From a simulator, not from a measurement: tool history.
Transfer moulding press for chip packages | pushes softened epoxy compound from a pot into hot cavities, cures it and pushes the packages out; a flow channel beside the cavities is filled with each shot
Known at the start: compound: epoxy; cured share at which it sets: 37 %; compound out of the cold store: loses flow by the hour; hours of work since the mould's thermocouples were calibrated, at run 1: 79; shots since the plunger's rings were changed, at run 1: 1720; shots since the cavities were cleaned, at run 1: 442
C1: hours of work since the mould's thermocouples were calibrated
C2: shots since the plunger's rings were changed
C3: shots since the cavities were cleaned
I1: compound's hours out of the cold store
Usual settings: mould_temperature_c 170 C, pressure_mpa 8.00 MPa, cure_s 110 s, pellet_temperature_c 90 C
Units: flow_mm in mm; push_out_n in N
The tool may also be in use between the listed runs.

{"run": 1, "hour": 0.0, "mould_temperature_c": 170, "pressure_mpa": 8.0, "cure_s": 110, "pellet_temperature_c": 90, "C1": 79, "C2": 1720, "C3": 442, "I1": 23.8, "flow_mm": 868, "push_out_n": 748}
{"run": 2, "hour": 4.4, "mould_temperature_c": 170, "pressure_mpa": 8.0, "cure_s": 110, "pellet_temperature_c": 90, "C1": 81, "C2": 1751, "C3": 473, "I1": 28.8, "flow_mm": 833, "push_out_n": 735}
{"run": 3, "hour": 10.5, "mould_temperature_c": 170, "pressure_mpa": 8.49, "cure_s": 110, "pellet_temperature_c": 90, "C1": 83, "C2": 1795, "C3": 517, "I1": 25.5, "flow_mm": 877, "push_out_n": 769}
{"run": 4, "hour": 14.5, "mould_temperature_c": 175, "pressure_mpa": 8.0, "cure_s": 110, "pellet_temperature_c": 90, "C1": 85, "C2": 1823, "C3": 545, "I1": 46.7, "flow_mm": 758, "push_out_n": 692}
{"hour": 20.5, "done": "cavities cleaned with cleaning compound and waxed"}
{"run": 5, "hour": 21.6, "mould_temperature_c": 170, "pressure_mpa": 8.0, "cure_s": 110, "pellet_temperature_c": 96, "C1": 88, "C2": 1863, "C3": 8, "I1": 31.8, "flow_mm": 825, "push_out_n": 426}
{"run": 6, "hour": 29.2, "mould_temperature_c": 170, "pressure_mpa": 8.0, "cure_s": 110, "pellet_temperature_c": 90, "C1": 91, "C2": 1917, "C3": 62, "I1": 25.1, "flow_mm": 852, "push_out_n": 471}
{"run": 7, "hour": 37.4, "mould_temperature_c": 170, "pressure_mpa": 8.0, "cure_s": 110, "pellet_temperature_c": 90, "C1": 94, "C2": 1975, "C3": 120, "I1": 33.4, "flow_mm": 822, "push_out_n": 548}
{"run": 8, "hour": 46.5, "mould_temperature_c": 170, "pressure_mpa": 8.0, "cure_s": 110, "pellet_temperature_c": 90, "C1": 98, "C2": 2040, "C3": 185, "I1": 27.2, "flow_mm": 847, "push_out_n": 585}
{"run": 9, "hour": 52.9, "mould_temperature_c": 170, "pressure_mpa": 8.0, "cure_s": 101, "pellet_temperature_c": 90, "C1": 101, "C2": 2085, "C3": 230, "I1": 35.9, "flow_mm": 814, "push_out_n": 686}
{"run": 10, "hour": 61.1, "mould_temperature_c": 170, "pressure_mpa": 8.0, "cure_s": 101, "pellet_temperature_c": 90, "C1": 105, "C2": 2143, "C3": 288, "I1": 8.7, "flow_mm": 916, "push_out_n": 778}
{"run": 11, "hour": 68.5, "mould_temperature_c": 171, "pressure_mpa": 8.0, "cure_s": 110, "pellet_temperature_c": 90, "C1": 108, "C2": 2197, "C3": 342, "I1": 46.1, "flow_mm": 769, "push_out_n": 675}
{"run": 12, "hour": 73.0, "mould_temperature_c": 170, "pressure_mpa": 8.0, "cure_s": 110, "pellet_temperature_c": 90, "C1": 110, "C2": 2228, "C3": 373, "I1": 26.0, "flow_mm": 845, "push_out_n": 700}
{"run": 13, "hour": 78.9, "mould_temperature_c": 170, "pressure_mpa": 8.0, "cure_s": 110, "pellet_temperature_c": 90, "C1": 113, "C2": 2271, "C3": 416, "I1": 36.5, "flow_mm": 801, "push_out_n": 754}
{"run": 14, "hour": 83.8, "mould_temperature_c": 170, "pressure_mpa": 8.0, "cure_s": 110, "pellet_temperature_c": 90, "C1": 115, "C2": 2305, "C3": 450, "I1": 32.4, "flow_mm": 824, "push_out_n": 743}
{"run": 15, "hour": 91.6, "mould_temperature_c": 170, "pressure_mpa": 8.0, "cure_s": 110, "pellet_temperature_c": 90, "C1": 118, "C2": 2361, "C3": 506, "I1": 33.3, "flow_mm": 811, "push_out_n": 763}
{"run": 16, "hour": 98.6, "mould_temperature_c": 174, "pressure_mpa": 8.0, "cure_s": 110, "pellet_temperature_c": 90, "C1": 121, "C2": 2410, "C3": 555, "I1": 22.0, "flow_mm": 849, "push_out_n": 701}
{"hour": 103.0, "done": "cavities cleaned with cleaning compound and waxed"}
{"run": 17, "hour": 104.0, "mould_temperature_c": 174, "pressure_mpa": 8.0, "cure_s": 110, "pellet_temperature_c": 90, "C1": 123, "C2": 2438, "C3": 7, "I1": 36.1, "flow_mm": 794, "push_out_n": 374}
{"run": 18, "hour": 109.5, "mould_temperature_c": 174, "pressure_mpa": 9.38, "cure_s": 110, "pellet_temperature_c": 84, "C1": 125, "C2": 2477, "C3": 46, "I1": 15.7, "flow_mm": 934, "push_out_n": 426}
{"run": 19, "hour": 113.6, "mould_temperature_c": 174, "pressure_mpa": 9.38, "cure_s": 110, "pellet_temperature_c": 84, "C1": 127, "C2": 2506, "C3": 75, "I1": 35.1, "flow_mm": 863, "push_out_n": 449}
{"run": 20, "hour": 119.5, "mould_temperature_c": 177, "pressure_mpa": 9.23, "cure_s": 143, "pellet_temperature_c": 81, "C1": 130, "C2": 2549, "C3": 118, "I1": 37.2, "flow_mm": 845, "push_out_n": 483}
{"run": 21, "hour": 124.0, "mould_temperature_c": 177, "pressure_mpa": 9.23, "cure_s": 143, "pellet_temperature_c": 81, "C1": 132, "C2": 2580, "C3": 149, "I1": 39.1, "flow_mm": 835, "push_out_n": 486}
{"run": 22, "hour": 129.7, "mould_temperature_c": 177, "pressure_mpa": 9.23, "cure_s": 143, "pellet_temperature_c": 81, "C1": 134, "C2": 2621, "C3": 190, "I1": 22.5, "flow_mm": 900, "push_out_n": 505}
{"run": 23, "hour": 134.0, "mould_temperature_c": 162, "pressure_mpa": 8.0, "cure_s": 110, "pellet_temperature_c": 92, "C1": 136, "C2": 2652, "C3": 221, "I1": 44.4, "flow_mm": 795, "push_out_n": 918}
{"run": 24, "hour": 139.0, "mould_temperature_c": 162, "pressure_mpa": 8.0, "cure_s": 110, "pellet_temperature_c": 92, "C1": 138, "C2": 2687, "C3": 256, "I1": 23.9, "flow_mm": 876, "push_out_n": 1028}
{"run": 25, "hour": 147.3, "mould_temperature_c": 170, "pressure_mpa": 8.0, "cure_s": 130, "pellet_temperature_c": 90, "C1": 142, "C2": 2746, "C3": 315, "I1": 48.0, "flow_mm": 763, "push_out_n": 601}
{"run": 26, "hour": 151.8, "mould_temperature_c": 170, "pressure_mpa": 8.0, "cure_s": 130, "pellet_temperature_c": 90, "C1": 144, "C2": 2778, "C3": 347, "I1": 11.6, "flow_mm": 890, "push_out_n": 622}
{"run": 27, "hour": 160.2, "mould_temperature_c": 177, "pressure_mpa": 8.39, "cure_s": 115, "pellet_temperature_c": 98, "C1": 147, "C2": 2838, "C3": 407, "I1": 35.1, "flow_mm": 799, "push_out_n": 663}
{"run": 28, "hour": 164.9, "mould_temperature_c": 177, "pressure_mpa": 8.39, "cure_s": 115, "pellet_temperature_c": 98, "C1": 149, "C2": 2871, "C3": 440, "I1": 37.9, "flow_mm": 791, "push_out_n": 661}

4 ways to go on from here, each from the tool as it stands after run 28. What would each give?
{"run": "A", "hour": 171.3, "mould_temperature_c": 170, "pressure_mpa": 8.0, "cure_s": 123, "pellet_temperature_c": 90, "C1": 152, "C2": 2917, "C3": 486, "I1": 36.1, "flow_mm": "?", "push_out_n": "?"}
{"run": "B", "hour": 171.3, "mould_temperature_c": 170, "pressure_mpa": 8.0, "cure_s": 92, "pellet_temperature_c": 90, "C1": 152, "C2": 2917, "C3": 486, "I1": 9.4, "flow_mm": "?", "push_out_n": "?"}
{"run": "C", "hour": 171.3, "mould_temperature_c": 167, "pressure_mpa": 8.0, "cure_s": 110, "pellet_temperature_c": 90, "C1": 152, "C2": 2917, "C3": 486, "I1": 46.3, "flow_mm": "?", "push_out_n": "?"}
{"run": "D", "hour": 171.3, "mould_temperature_c": 177, "pressure_mpa": 8.62, "cure_s": 115, "pellet_temperature_c": 86, "C1": 152, "C2": 2917, "C3": 486, "I1": 21.1, "flow_mm": "?", "push_out_n": "?"}

run=A flow_mm=797 push_out_n=682
run=B flow_mm=903 push_out_n=1038
run=C flow_mm=772 push_out_n=868
run=D flow_mm=868 push_out_n=649
Without the tool's hidden state the same runs would have given:
run=A flow_mm=832 push_out_n=374
run=B flow_mm=942 push_out_n=572
run=C flow_mm=806 push_out_n=476
run=D flow_mm=906 push_out_n=359

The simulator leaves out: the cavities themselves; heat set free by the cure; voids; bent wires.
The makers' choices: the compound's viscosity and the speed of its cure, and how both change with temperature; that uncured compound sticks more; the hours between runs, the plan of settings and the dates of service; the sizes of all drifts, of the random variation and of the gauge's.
